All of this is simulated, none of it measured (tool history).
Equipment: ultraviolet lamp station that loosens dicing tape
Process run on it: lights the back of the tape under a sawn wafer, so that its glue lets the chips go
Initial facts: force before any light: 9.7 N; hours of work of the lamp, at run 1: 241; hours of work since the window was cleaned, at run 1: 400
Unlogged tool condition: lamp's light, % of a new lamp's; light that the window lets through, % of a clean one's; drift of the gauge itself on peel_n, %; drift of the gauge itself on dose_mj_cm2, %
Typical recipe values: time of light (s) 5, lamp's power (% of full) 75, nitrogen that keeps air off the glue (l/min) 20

run,hour,time of light (s),lamp's power (% of full),nitrogen that keeps air off the glue (l/min),hours of work of the lamp,hours of work since the window was cleaned,force that peels the tape off (N),light that reached the tape (mJ/cm2)
1,0.0,5,75,20,241,400,0.940,269
2,86.9,5,75,20,282,440,0.931,267
3,133.0,5,75,20,303,462,0.936,270
4,207.4,5,75,20,338,496,0.924,266
5,274.3,5,75,20,369,527,0.956,267
6,319.7,5,75,20,390,549,0.972,265
7,397.3,5,70,20,426,585,1.098,244
8,461.2,5,70,20,456,614,1.105,243
# hour 487.8: window cleaned of glue's vapour
9,529.7,5,70,20,487,19,1.110,249
10,586.9,5,75,20,514,46,0.930,262
11,648.9,5,75,20,543,75,0.938,268
12,710.7,5,75,20,572,104,0.958,265
13,764.3,5,75,13,597,129,1.218,265
14,810.8,5,75,20,618,150,0.951,265
15,857.6,5,75,20,640,172,0.926,266
16,917.3,8,76,11,668,200,0.465,429
17,977.4,8,64,11,696,228,0.687,360
18,1027.8,8,64,11,719,251,0.692,369
19,1074.8,8,64,11,741,273,0.698,361
# hour 1145.6: lamp changed
20,1158.4,5,62,8,6,312,2.093,223
21,1226.5,2,81,13,38,343,3.809,112
22,1276.6,2,62,17,61,367,4.541,87
23,1348.2,6,97,6,94,400,0.829,412
24,1420.1,3,97,7,128,433,2.534,206
25,1487.4,3,97,7,159,465,2.533,207
26,1532.2,6,61,20,180,486,1.008,260
27,1588.5,2,78,20,206,512,3.576,109
28,1662.3,2,77,20,240,546,3.608,109
29,1712.0,3,77,20,264,569,2.267,162

Below are 4 alternative next runs, each starting from the tool's condition after run 29. Predict each:
A,1758.8,3,87,20,285,591,?,?
B,1758.8,6,74,8,285,591,?,?
C,1758.8,5,75,9,285,591,?,?
D,1758.8,9,82,27,285,591,?,?

run,force that peels the tape off (N),light that reached the tape (mJ/cm2)
A,1.827,182
B,1.163,312
C,1.500,264
D,0.151,518
The same runs, with their run-to-run variation unchanged, on a tool lacking any hidden condition would have given:
run,force that peels the tape off (N),light that reached the tape (mJ/cm2)
A,1.817,182
B,1.155,313
C,1.490,265
D,0.150,520

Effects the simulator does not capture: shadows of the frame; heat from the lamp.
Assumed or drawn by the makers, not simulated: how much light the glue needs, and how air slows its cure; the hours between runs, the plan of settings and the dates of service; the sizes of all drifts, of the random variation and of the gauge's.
